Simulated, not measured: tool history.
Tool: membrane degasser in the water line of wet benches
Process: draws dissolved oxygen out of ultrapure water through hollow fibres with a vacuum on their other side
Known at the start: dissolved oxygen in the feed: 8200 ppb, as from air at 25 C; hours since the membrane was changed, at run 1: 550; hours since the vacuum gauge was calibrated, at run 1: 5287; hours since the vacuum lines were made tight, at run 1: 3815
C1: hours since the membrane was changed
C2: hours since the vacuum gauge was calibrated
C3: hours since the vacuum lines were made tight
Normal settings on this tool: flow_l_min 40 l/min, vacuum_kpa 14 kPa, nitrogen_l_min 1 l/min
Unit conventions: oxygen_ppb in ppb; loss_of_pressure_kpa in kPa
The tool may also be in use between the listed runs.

Run 1, hour 0: usual settings; C1 550; C2 5287; C3 3815. Result: oxygen_ppb 811.4 ppb, loss_of_pressure_kpa 54.59 kPa.
Run 2, hour 107.4: usual settings; C1 657; C2 5394; C3 3922. Result: oxygen_ppb 801.1 ppb, loss_of_pressure_kpa 54.2 kPa.
Run 3, hour 214.4: usual settings; C1 764; C2 5501; C3 4029. Result: oxygen_ppb 801.5 ppb, loss_of_pressure_kpa 53.82 kPa.
Run 4, hour 319: usual settings; C1 869; C2 5606; C3 4134. Result: oxygen_ppb 807 ppb, loss_of_pressure_kpa 53.64 kPa.
Run 5, hour 398.6: usual settings; C1 948; C2 5685; C3 4213. Result: oxygen_ppb 798.6 ppb, loss_of_pressure_kpa 53.67 kPa.
Run 6, hour 513.4: usual settings; C1 1063; C2 5800; C3 4328. Result: oxygen_ppb 818.2 ppb, loss_of_pressure_kpa 54.3 kPa.
Run 7, hour 585.8: usual settings; C1 1135; C2 5872; C3 4401. Result: oxygen_ppb 816.5 ppb, loss_of_pressure_kpa 53.68 kPa.
Run 8, hour 666.1: usual settings; C1 1216; C2 5953; C3 4481. Result: oxygen_ppb 810.7 ppb, loss_of_pressure_kpa 53.8 kPa.
Run 9, hour 725.7: usual settings; C1 1275; C2 6012; C3 4541. Result: oxygen_ppb 813.1 ppb, loss_of_pressure_kpa 53.9 kPa.
At hour 775.1: seals of the vacuum lines changed.
Run 10, hour 786.3: usual settings but nitrogen_l_min 1.24 l/min; C1 1334; C2 6071; C3 11. Result: oxygen_ppb 686.2 ppb, loss_of_pressure_kpa 53.47 kPa.
Run 11, hour 904.9: usual settings; C1 1453; C2 6190; C3 130. Result: oxygen_ppb 819.6 ppb, loss_of_pressure_kpa 53.76 kPa.
Run 12, hour 992.8: usual settings; C1 1540; C2 6277; C3 218. Result: oxygen_ppb 812.4 ppb, loss_of_pressure_kpa 53.05 kPa.
Run 13, hour 1066.9: usual settings but vacuum_kpa 16.6 kPa; C1 1615; C2 6352; C3 292. Result: oxygen_ppb 985.5 ppb, loss_of_pressure_kpa 53.45 kPa.
Run 14, hour 1133.2: usual settings but nitrogen_l_min 1.37 l/min; C1 1681; C2 6418; C3 358. Result: oxygen_ppb 635.2 ppb, loss_of_pressure_kpa 53.06 kPa.
Run 15, hour 1226.4: usual settings; C1 1774; C2 6511; C3 451. Result: oxygen_ppb 808.5 ppb, loss_of_pressure_kpa 53.66 kPa.
Run 16, hour 1314: usual settings; C1 1862; C2 6599; C3 539. Result: oxygen_ppb 818.5 ppb, loss_of_pressure_kpa 53.27 kPa.
Run 17, hour 1386.8: usual settings but flow_l_min 59 l/min, vacuum_kpa 15.9 kPa; C1 1934; C2 6671; C3 612. Result: oxygen_ppb 1243.6 ppb, loss_of_pressure_kpa 77.84 kPa.
Run 18, hour 1477.2: usual settings but flow_l_min 59 l/min, vacuum_kpa 10.5 kPa; C1 2025; C2 6762; C3 702. Result: oxygen_ppb 764.6 ppb, loss_of_pressure_kpa 78.04 kPa.
Run 19, hour 1547.4: usual settings but nitrogen_l_min 1.64 l/min; C1 2095; C2 6832; C3 772. Result: oxygen_ppb 554.9 ppb, loss_of_pressure_kpa 53.24 kPa.
Run 20, hour 1623.3: usual settings but flow_l_min 50 l/min, vacuum_kpa 15.3 kPa, nitrogen_l_min 1.87 l/min; C1 2171; C2 6908; C3 848. Result: oxygen_ppb 663.6 ppb, loss_of_pressure_kpa 66.48 kPa.
Run 21, hour 1712.3: usual settings but flow_l_min 29 l/min, vacuum_kpa 14.5 kPa, nitrogen_l_min 1.3 l/min; C1 2260; C2 6997; C3 937. Result: oxygen_ppb 526.8 ppb, loss_of_pressure_kpa 38.33 kPa.
Run 22, hour 1804.3: usual settings but flow_l_min 25 l/min, vacuum_kpa 16.9 kPa, nitrogen_l_min 0.99 l/min; C1 2352; C2 7089; C3 1029. Result: oxygen_ppb 704.6 ppb, loss_of_pressure_kpa 33.16 kPa.
Run 23, hour 1888.6: usual settings but flow_l_min 25 l/min, vacuum_kpa 11 kPa, nitrogen_l_min 0.56 l/min; C1 2436; C2 7173; C3 1114. Result: oxygen_ppb 642.9 ppb, loss_of_pressure_kpa 32.73 kPa.
At hour 1980.6: gauge calibrated.
Run 24, hour 2002.5: usual settings but flow_l_min 25 l/min, vacuum_kpa 11 kPa, nitrogen_l_min 0.56 l/min; C1 2550; C2 7287; C3 1227. Result: oxygen_ppb 648 ppb, loss_of_pressure_kpa 33.9 kPa.
Run 25, hour 2062.6: usual settings but flow_l_min 25 l/min, vacuum_kpa 11 kPa, nitrogen_l_min 0.56 l/min; C1 2610; C2 7347; C3 1287. Result: oxygen_ppb 638.7 ppb, loss_of_pressure_kpa 33.48 kPa.
Run 26, hour 2173.5: usual settings but flow_l_min 31 l/min, vacuum_kpa 22.4 kPa, nitrogen_l_min 2.69 l/min; C1 2721; C2 7458; C3 1398. Result: oxygen_ppb 492.4 ppb, loss_of_pressure_kpa 42.03 kPa.
Run 27, hour 2246.4: usual settings but flow_l_min 26 l/min, vacuum_kpa 10.3 kPa, nitrogen_l_min 0.43 l/min; C1 2794; C2 7531; C3 1471. Result: oxygen_ppb 736.4 ppb, loss_of_pressure_kpa 34.95 kPa.
Run 28, hour 2304.6: usual settings but flow_l_min 26 l/min, vacuum_kpa 10.3 kPa, nitrogen_l_min 0.43 l/min; C1 2852; C2 7589; C3 1530. Result: oxygen_ppb 726.4 ppb, loss_of_pressure_kpa 34.87 kPa.
Run 29, hour 2420.6: usual settings but flow_l_min 26 l/min, vacuum_kpa 10.7 kPa, nitrogen_l_min 1.78 l/min; C1 2968; C2 7705; C3 1645. Result: oxygen_ppb 249.5 ppb, loss_of_pressure_kpa 35.04 kPa.
Run 30, hour 2541.4: usual settings but flow_l_min 26 l/min, vacuum_kpa 10.7 kPa, nitrogen_l_min 1.78 l/min; C1 3089; C2 7826; C3 1766. Result: oxygen_ppb 246.7 ppb, loss_of_pressure_kpa 35.15 kPa.
Run 31, hour 2614.7: usual settings but flow_l_min 30 l/min, vacuum_kpa 10.7 kPa, nitrogen_l_min 2.4 l/min; C1 3162; C2 7899; C3 1840. Result: oxygen_ppb 212.4 ppb, loss_of_pressure_kpa 40.04 kPa.
At hour 2622.6: vacuum gauge calibrated.
Run 32, hour 2672.9: usual settings but flow_l_min 38 l/min, vacuum_kpa 16.8 kPa, nitrogen_l_min 2.87 l/min; C1 3220; C2 50; C3 1897. Result: oxygen_ppb 405.3 ppb, loss_of_pressure_kpa 50.8 kPa.

Below are 4 alternative next runs, each starting from the tool's condition after run 32. Predict each:
Run A, hour 2730.3: usual settings but flow_l_min 38 l/min, vacuum_kpa 23.1 kPa, nitrogen_l_min 2.22 l/min; C1 3277; C2 108; C3 1955. Result: oxygen_ppb ?, loss_of_pressure_kpa ?.
Run B, hour 2730.3: usual settings but flow_l_min 48 l/min, vacuum_kpa 12.7 kPa, nitrogen_l_min 0.65 l/min; C1 3277; C2 108; C3 1955. Result: oxygen_ppb ?, loss_of_pressure_kpa ?.
Run C, hour 2730.3: usual settings but flow_l_min 25 l/min, vacuum_kpa 28.8 kPa, nitrogen_l_min 1.88 l/min; C1 3277; C2 108; C3 1955. Result: oxygen_ppb ?, loss_of_pressure_kpa ?.
Run D, hour 2730.3: usual settings but flow_l_min 50 l/min, vacuum_kpa 16.8 kPa, nitrogen_l_min 2.87 l/min; C1 3277; C2 108; C3 1955. Result: oxygen_ppb ?, loss_of_pressure_kpa ?.

run  oxygen_ppb  loss_of_pressure_kpa
  A       719.3                 50.93
  B      1101.6                 64.38
  C       719.2                 33.28
  D         522                 66.68
Take away the tool's hidden state, keep each run's random variation, and the runs would have read:
run  oxygen_ppb  loss_of_pressure_kpa
  A       719.2                 51.47
  B      1101.5                 65.06
  C       719.1                 33.64
  D       521.9                 67.39
